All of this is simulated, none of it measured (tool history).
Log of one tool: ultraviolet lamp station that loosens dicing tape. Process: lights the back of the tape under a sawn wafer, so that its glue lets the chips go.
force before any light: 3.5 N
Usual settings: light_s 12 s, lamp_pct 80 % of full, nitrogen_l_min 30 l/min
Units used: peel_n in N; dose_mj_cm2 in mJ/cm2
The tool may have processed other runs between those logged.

run 1 hour=0 | light_s=12 lamp_pct=80 nitrogen_l_min=30 | peel_n=0.272 dose_mj_cm2=558
run 2 hour=52 | light_s=12 lamp_pct=80 nitrogen_l_min=30 | peel_n=0.257 dose_mj_cm2=564
run 3 hour=116.5 | light_s=12 lamp_pct=80 nitrogen_l_min=30 | peel_n=0.295 dose_mj_cm2=563
run 4 hour=162.3 | light_s=12 lamp_pct=80 nitrogen_l_min=30 | peel_n=0.276 dose_mj_cm2=560
-- hour=214.9 window cleaned of glue's vapour
run 5 hour=236.4 | light_s=12 lamp_pct=80 nitrogen_l_min=30 | peel_n=0.274 dose_mj_cm2=564
run 6 hour=281.3 | light_s=12 lamp_pct=80 nitrogen_l_min=30 | peel_n=0.274 dose_mj_cm2=562
run 7 hour=352.8 | light_s=12 lamp_pct=80 nitrogen_l_min=30 | peel_n=0.275 dose_mj_cm2=564
run 8 hour=387 | light_s=12 lamp_pct=71 nitrogen_l_min=25 | peel_n=0.324 dose_mj_cm2=494
run 9 hour=430.8 | light_s=14 lamp_pct=80 nitrogen_l_min=19 | peel_n=0.27 dose_mj_cm2=656
run 10 hour=515.7 | light_s=14 lamp_pct=80 nitrogen_l_min=10 | peel_n=0.334 dose_mj_cm2=650
run 11 hour=598.4 | light_s=14 lamp_pct=80 nitrogen_l_min=10 | peel_n=0.35 dose_mj_cm2=651
run 12 hour=635.4 | light_s=14 lamp_pct=80 nitrogen_l_min=10 | peel_n=0.337 dose_mj_cm2=658
run 13 hour=700.6 | light_s=9 lamp_pct=80 nitrogen_l_min=30 | peel_n=0.368 dose_mj_cm2=421
run 14 hour=737 | light_s=9 lamp_pct=80 nitrogen_l_min=10 | peel_n=0.572 dose_mj_cm2=422

Here are 4 independent what-if runs from the current tool condition. What would each one return?
run A hour=778.6 | light_s=9 lamp_pct=88 nitrogen_l_min=21 | peel_n=? dose_mj_cm2=?
run B hour=778.6 | light_s=9 lamp_pct=77 nitrogen_l_min=10 | peel_n=? dose_mj_cm2=?
run C hour=778.6 | light_s=14 lamp_pct=80 nitrogen_l_min=10 | peel_n=? dose_mj_cm2=?
run D hour=778.6 | light_s=8 lamp_pct=80 nitrogen_l_min=10 | peel_n=? dose_mj_cm2=?

run=A peel_n=0.374 dose_mj_cm2=467
run=B peel_n=0.637 dose_mj_cm2=406
run=C peel_n=0.326 dose_mj_cm2=651
run=D peel_n=0.701 dose_mj_cm2=373
Stripped of hidden state, with their random variation kept, the same runs would have yielded:
run=A peel_n=0.372 dose_mj_cm2=468
run=B peel_n=0.634 dose_mj_cm2=408
run=C peel_n=0.325 dose_mj_cm2=653
run=D peel_n=0.698 dose_mj_cm2=374
